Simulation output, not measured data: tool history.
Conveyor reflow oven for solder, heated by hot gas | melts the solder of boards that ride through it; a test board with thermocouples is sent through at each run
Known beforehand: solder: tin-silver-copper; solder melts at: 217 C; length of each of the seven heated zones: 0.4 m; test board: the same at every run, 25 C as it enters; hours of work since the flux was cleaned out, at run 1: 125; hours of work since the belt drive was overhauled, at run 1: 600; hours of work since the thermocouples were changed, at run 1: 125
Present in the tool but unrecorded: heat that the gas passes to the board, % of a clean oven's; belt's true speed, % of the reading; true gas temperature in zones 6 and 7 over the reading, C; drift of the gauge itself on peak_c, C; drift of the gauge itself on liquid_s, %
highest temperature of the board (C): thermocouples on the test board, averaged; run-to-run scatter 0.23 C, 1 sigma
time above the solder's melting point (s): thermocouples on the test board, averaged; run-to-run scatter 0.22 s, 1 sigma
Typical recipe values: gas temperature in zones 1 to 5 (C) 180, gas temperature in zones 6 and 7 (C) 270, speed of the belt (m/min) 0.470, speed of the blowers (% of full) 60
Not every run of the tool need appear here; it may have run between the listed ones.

| run | hour | gas temperature in zones 1 to 5 (C) | gas temperature in zones 6 and 7 (C) | speed of the belt (m/min) | speed of the blowers (% of full) | hours of work since the flux was cleaned out | hours of work since the belt drive was overhauled | hours of work since the thermocouples were changed | highest temperature of the board (C) | time above the solder's melting point (s) |
|---|---|---|---|---|---|---|---|---|---|---|
| 1 | 0.0 | 180 | 270 | 0.470 | 60 | 125 | 600 | 125 | 252.1 | 79.0 |
| 2 | 48.7 | 180 | 270 | 0.470 | 60 | 152 | 628 | 152 | 252.4 | 79.0 |
| 3 | 85.4 | 180 | 270 | 0.489 | 60 | 173 | 649 | 173 | 250.7 | 74.2 |
| 4 | 123.7 | 180 | 270 | 0.489 | 60 | 194 | 670 | 194 | 250.4 | 74.0 |
| 5 | 171.0 | 180 | 270 | 0.489 | 60 | 221 | 697 | 221 | 250.5 | 73.6 |
|  | 205.5 | flux residue cleaned out of gas plates and filters |
| 6 | 216.3 | 180 | 270 | 0.489 | 60 | 6 | 720 | 244 | 250.9 | 74.9 |
| 7 | 252.4 | 180 | 270 | 0.489 | 60 | 26 | 740 | 264 | 251.4 | 75.1 |
| 8 | 294.4 | 180 | 270 | 0.470 | 60 | 50 | 764 | 288 | 252.3 | 79.9 |
| 9 | 323.2 | 180 | 270 | 0.553 | 60 | 66 | 780 | 304 | 246.4 | 60.6 |
| 10 | 380.7 | 180 | 270 | 0.470 | 60 | 99 | 812 | 337 | 252.0 | 80.0 |
| 11 | 425.7 | 180 | 270 | 0.470 | 60 | 124 | 838 | 362 | 252.1 | 79.2 |
| 12 | 456.6 | 180 | 270 | 0.470 | 60 | 142 | 855 | 379 | 251.3 | 79.3 |
| 13 | 494.7 | 180 | 270 | 0.470 | 60 | 163 | 877 | 401 | 251.9 | 79.5 |
| 14 | 523.4 | 180 | 270 | 0.431 | 60 | 179 | 893 | 417 | 254.5 | 90.2 |
| 15 | 556.1 | 180 | 270 | 0.431 | 60 | 198 | 911 | 436 | 254.3 | 90.6 |
| 16 | 612.2 | 180 | 270 | 0.431 | 60 | 229 | 943 | 467 | 254.0 | 89.6 |
|  | 630.6 | flux residue cleaned out of gas plates and filters |
| 17 | 671.0 | 180 | 270 | 0.431 | 60 | 23 | 973 | 498 | 254.4 | 91.2 |
| 18 | 715.6 | 180 | 283 | 0.470 | 60 | 48 | 998 | 523 | 263.1 | 89.5 |
| 19 | 759.6 | 180 | 283 | 0.454 | 60 | 73 | 1023 | 547 | 264.3 | 93.6 |
| 20 | 795.7 | 180 | 283 | 0.454 | 60 | 93 | 1044 | 568 | 264.5 | 93.8 |
| 21 | 846.0 | 176 | 281 | 0.496 | 60 | 121 | 1072 | 596 | 258.1 | 78.9 |
|  | 858.9 | belt drive overhauled, speed set with a stopwatch |
| 22 | 900.4 | 187 | 261 | 0.470 | 83 | 150 | 23 | 625 | 248.3 | 79.7 |
| 23 | 931.9 | 187 | 261 | 0.470 | 83 | 168 | 41 | 642 | 247.3 | 79.4 |
| 24 | 961.5 | 166 | 270 | 0.470 | 60 | 184 | 58 | 659 | 247.1 | 66.1 |
| 25 | 989.0 | 180 | 264 | 0.530 | 60 | 200 | 73 | 675 | 241.3 | 55.9 |
| 26 | 1041.7 | 180 | 264 | 0.530 | 60 | 230 | 103 | 704 | 240.8 | 56.1 |
|  | 1061.3 | flux residue cleaned out of gas plates and filters |
| 27 | 1086.9 | 180 | 269 | 0.470 | 88 | 14 | 126 | 727 | 254.4 | 81.9 |

Estimate the outcome of run 28 from the log above:
|  | 1121.0 | thermocouples of zones 6 and 7 changed |
| 28 | 1139.2 | 181 | 269 | 0.470 | 88 | 43 | 154 | 10 | ? | ? |

{"run 28": {"highest temperature of the board (C)": 255.5, "time above the solder's melting point (s)": 83.2}}
Had the tool carried no hidden state, the very same run would have given highest temperature of the board (C) 256.1, time above the solder's melting point (s) 83.4.
